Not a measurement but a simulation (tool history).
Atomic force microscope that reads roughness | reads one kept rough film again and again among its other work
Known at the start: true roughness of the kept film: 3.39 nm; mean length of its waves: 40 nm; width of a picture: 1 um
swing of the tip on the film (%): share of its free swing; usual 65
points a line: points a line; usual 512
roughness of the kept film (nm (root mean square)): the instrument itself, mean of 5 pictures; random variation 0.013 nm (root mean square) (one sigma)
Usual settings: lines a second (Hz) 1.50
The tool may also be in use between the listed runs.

run	hour	lines a second (Hz)	swing of the tip on the film (%)	points a line	roughness of the kept film (nm (root mean square))
1	0.0	1.50	65	512	2.919
2	7.5	1.50	65	512	2.894
3	15.0	1.50	65	512	2.908
4	21.5	1.50	65	512	2.875
5	31.5	1.50	65	512	2.878
6	39.7	1.50	65	512	2.883
7	51.1	2.50	65	512	2.782
8	61.0	1.50	58	512	2.876
9	72.4	1.50	58	512	2.859
10	79.8	1.50	58	512	2.862
11	85.6	1.50	58	512	2.815
12	90.8	1.50	58	512	2.827
13	102.9	1.50	58	512	2.810
14	115.2	1.50	58	512	2.795
15	123.8	1.50	58	512	2.771
16	134.0	0.58	65	512	2.775
17	146.3	1.50	65	512	2.694
18	156.2	1.50	65	512	2.686
19	162.0	1.93	65	512	2.668
20	170.0	1.50	65	512	2.685
21	175.3	1.50	65	512	2.656
22	180.3	1.50	65	512	2.662
23	187.7	1.50	67	512	2.643
24	197.8	1.50	67	512	2.633
# hour 206.5: new tip fitted
25	209.3	1.50	67	512	3.067
26	215.7	1.50	67	502	3.081

Forecast run 27:
27	224.4	1.50	67	502	?

{"run 27": {"roughness of the kept film (nm (root mean square))": 3.048}}
Without the tool's hidden state the same run would have given roughness of the kept film (nm (root mean square)) 3.072.

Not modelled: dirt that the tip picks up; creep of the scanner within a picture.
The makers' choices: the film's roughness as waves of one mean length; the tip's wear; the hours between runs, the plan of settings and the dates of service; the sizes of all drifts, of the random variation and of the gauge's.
